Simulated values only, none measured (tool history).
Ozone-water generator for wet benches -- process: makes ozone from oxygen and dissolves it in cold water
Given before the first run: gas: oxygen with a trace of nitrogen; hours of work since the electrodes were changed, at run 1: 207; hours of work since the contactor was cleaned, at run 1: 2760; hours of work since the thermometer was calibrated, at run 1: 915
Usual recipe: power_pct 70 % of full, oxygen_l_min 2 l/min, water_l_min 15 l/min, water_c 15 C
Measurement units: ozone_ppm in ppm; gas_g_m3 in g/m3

run   hour  power_pct  oxygen_l_min  water_l_min  water_c  hours of work since the electrodes were changed  hours of work since the contactor was cleaned  hours of work since the thermometer was calibrated  ozone_ppm  gas_g_m3
  1      0         70             2           15       15                                              207                                           2760                                                 915       13.6     169.9
  2   41.5         61             2           15       15                                              238                                           2791                                                 946       12.4     156.3
  3   74.1         70             2           15       15                                              262                                           2815                                                 971       13.4     169.8
  4    139         70             2           15       15                                              310                                           2863                                                1019       13.6     169.2
  5  180.4         70             2           10       15                                              341                                           2894                                                1050       18.5     168.7
  6  225.8         71             2           15       15                                              375                                           2928                                                1083       13.5     170.2
  7  256.1         87             2           15       15                                              397                                           2950                                                1106       15.2     195.7
  8  313.8         87             2           15       15                                              440                                           2993                                                1149       15.3     192.9
  9  349.8         70             2           15       15                                              467                                           3020                                                1175       13.4     169.2
 10  416.2         70             2           15       15                                              516                                           3069                                                1225       13.2     168.6
 11  479.9         70          2.85           15        8                                              564                                           3116                                                1272         15     138.2
 12    535         93          1.64           15       15                                              605                                           3157                                                1313       15.5     226.4
 13  579.3         93          1.64           15       15                                              637                                           3190                                                1346       15.6     226.4
 14  628.9         93          1.64           15       15                                              674                                           3227                                                1383       15.4     226.1
 15    670         43           1.3           15       15                                              705                                           3258                                                1413        9.1     159.9
 16  702.8         43           1.3           15       15                                              729                                           3282                                                1438        9.1     159.1
 17  761.7         43           1.3           15       15                                              773                                           3326                                                1482          9     158.2
 18  795.4         70           2.3           20       15                                              798                                           3351                                                1507       10.5     155.8
 19  843.9         70           2.3           20       15                                              834                                           3387                                                1543       10.8       155
 20  872.5         70           2.3           20       15                                              855                                           3408                                                1564       10.7     155.7

Predict each of these 4 candidate next runs independently; none follows another, all start after run 20:
  A   907         81           2.3           13       11                                              881                                           3434                                                1590          ?         ?
  B   907         70          1.22           15       15                                              881                                           3434                                                1590          ?         ?
  C   907         54           2.3           10        9                                              881                                           3434                                                1590          ?         ?
  D   907         45             2           10       11                                              881                                           3434                                                1590          ?         ?

run  ozone_ppm  gas_g_m3
  A       17.6     171.1
  B       12.2     223.8
  C       16.9     133.5
  D       14.6     127.5
Had the tool no hidden state, the same runs would have come out as:
run  ozone_ppm  gas_g_m3
  A       17.6     171.1
  B       12.2     223.8
  C       16.9     133.5
  D       14.6     127.5

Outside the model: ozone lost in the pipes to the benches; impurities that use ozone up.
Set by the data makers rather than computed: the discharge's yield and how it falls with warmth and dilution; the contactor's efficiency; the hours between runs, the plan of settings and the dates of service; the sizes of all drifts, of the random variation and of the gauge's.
